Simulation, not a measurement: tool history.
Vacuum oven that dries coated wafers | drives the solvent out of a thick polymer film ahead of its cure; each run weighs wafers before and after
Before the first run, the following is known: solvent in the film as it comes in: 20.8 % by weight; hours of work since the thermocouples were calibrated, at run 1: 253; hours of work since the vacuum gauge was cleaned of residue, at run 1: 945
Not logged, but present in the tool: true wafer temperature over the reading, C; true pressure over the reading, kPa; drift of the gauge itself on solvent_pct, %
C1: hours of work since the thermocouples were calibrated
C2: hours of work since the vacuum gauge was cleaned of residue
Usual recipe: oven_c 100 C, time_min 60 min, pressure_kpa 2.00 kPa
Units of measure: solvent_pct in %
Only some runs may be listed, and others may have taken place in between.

run 1 day=0.000 | oven_c=100 time_min=60 pressure_kpa=2.00 | C1=253 C2=945 | solvent_pct=5.84
run 2 day=0.458 | oven_c=107 time_min=60 pressure_kpa=2.00 | C1=258 C2=950 | solvent_pct=3.44
run 3 day=0.946 | oven_c=107 time_min=60 pressure_kpa=2.00 | C1=264 C2=955 | solvent_pct=3.33
run 4 day=1.554 | oven_c=107 time_min=40 pressure_kpa=2.00 | C1=271 C2=962 | solvent_pct=5.29
run 5 day=1.992 | oven_c=100 time_min=60 pressure_kpa=2.00 | C1=276 C2=967 | solvent_pct=5.82
run 6 day=2.625 | oven_c=100 time_min=60 pressure_kpa=2.00 | C1=283 C2=974 | solvent_pct=5.71
run 7 day=3.108 | oven_c=100 time_min=60 pressure_kpa=2.00 | C1=288 C2=979 | solvent_pct=5.82
run 8 day=3.562 | oven_c=100 time_min=60 pressure_kpa=2.00 | C1=293 C2=984 | solvent_pct=5.73
run 9 day=3.896 | oven_c=91 time_min=60 pressure_kpa=2.00 | C1=297 C2=988 | solvent_pct=9.47
run 10 day=4.367 | oven_c=100 time_min=75 pressure_kpa=2.00 | C1=302 C2=993 | solvent_pct=4.59
run 11 day=4.800 | oven_c=100 time_min=60 pressure_kpa=2.00 | C1=307 C2=998 | solvent_pct=5.79
run 12 day=5.412 | oven_c=100 time_min=60 pressure_kpa=2.00 | C1=314 C2=1005 | solvent_pct=5.79
run 13 day=6.038 | oven_c=90 time_min=38 pressure_kpa=2.00 | C1=320 C2=1012 | solvent_pct=11.98
run 14 day=6.675 | oven_c=88 time_min=80 pressure_kpa=2.07 | C1=328 C2=1019 | solvent_pct=9.30
run 15 day=7.071 | oven_c=90 time_min=80 pressure_kpa=2.07 | C1=332 C2=1023 | solvent_pct=8.51
-- day=7.412 vacuum gauge cleaned of residue and calibrated
run 16 day=7.462 | oven_c=90 time_min=80 pressure_kpa=2.07 | C1=336 C2=1 | solvent_pct=8.27
run 17 day=7.958 | oven_c=90 time_min=80 pressure_kpa=2.07 | C1=341 C2=6 | solvent_pct=8.27
run 18 day=8.479 | oven_c=90 time_min=80 pressure_kpa=2.07 | C1=347 C2=12 | solvent_pct=8.31
run 19 day=8.908 | oven_c=90 time_min=100 pressure_kpa=7.38 | C1=352 C2=17 | solvent_pct=11.80
run 20 day=9.333 | oven_c=110 time_min=78 pressure_kpa=1.97 | C1=356 C2=21 | solvent_pct=1.82
run 21 day=9.925 | oven_c=110 time_min=78 pressure_kpa=1.97 | C1=363 C2=28 | solvent_pct=1.75
run 22 day=10.562 | oven_c=110 time_min=78 pressure_kpa=1.97 | C1=370 C2=35 | solvent_pct=1.70
run 23 day=10.983 | oven_c=108 time_min=60 pressure_kpa=1.06 | C1=375 C2=40 | solvent_pct=2.30

Had the tool no unlogged condition, and each run kept its random variation, what would the results have been?
run=1 solvent_pct=5.99
run=2 solvent_pct=3.54
run=3 solvent_pct=3.43
run=4 solvent_pct=5.46
run=5 solvent_pct=5.98
run=6 solvent_pct=5.87
run=7 solvent_pct=5.99
run=8 solvent_pct=5.90
run=9 solvent_pct=9.64
run=10 solvent_pct=4.73
run=11 solvent_pct=5.97
run=12 solvent_pct=5.98
run=13 solvent_pct=12.13
run=14 solvent_pct=9.49
run=15 solvent_pct=8.71
run=16 solvent_pct=8.59
run=17 solvent_pct=8.59
run=18 solvent_pct=8.64
run=19 solvent_pct=12.17
run=20 solvent_pct=1.94
run=21 solvent_pct=1.87
run=22 solvent_pct=1.83
run=23 solvent_pct=2.51
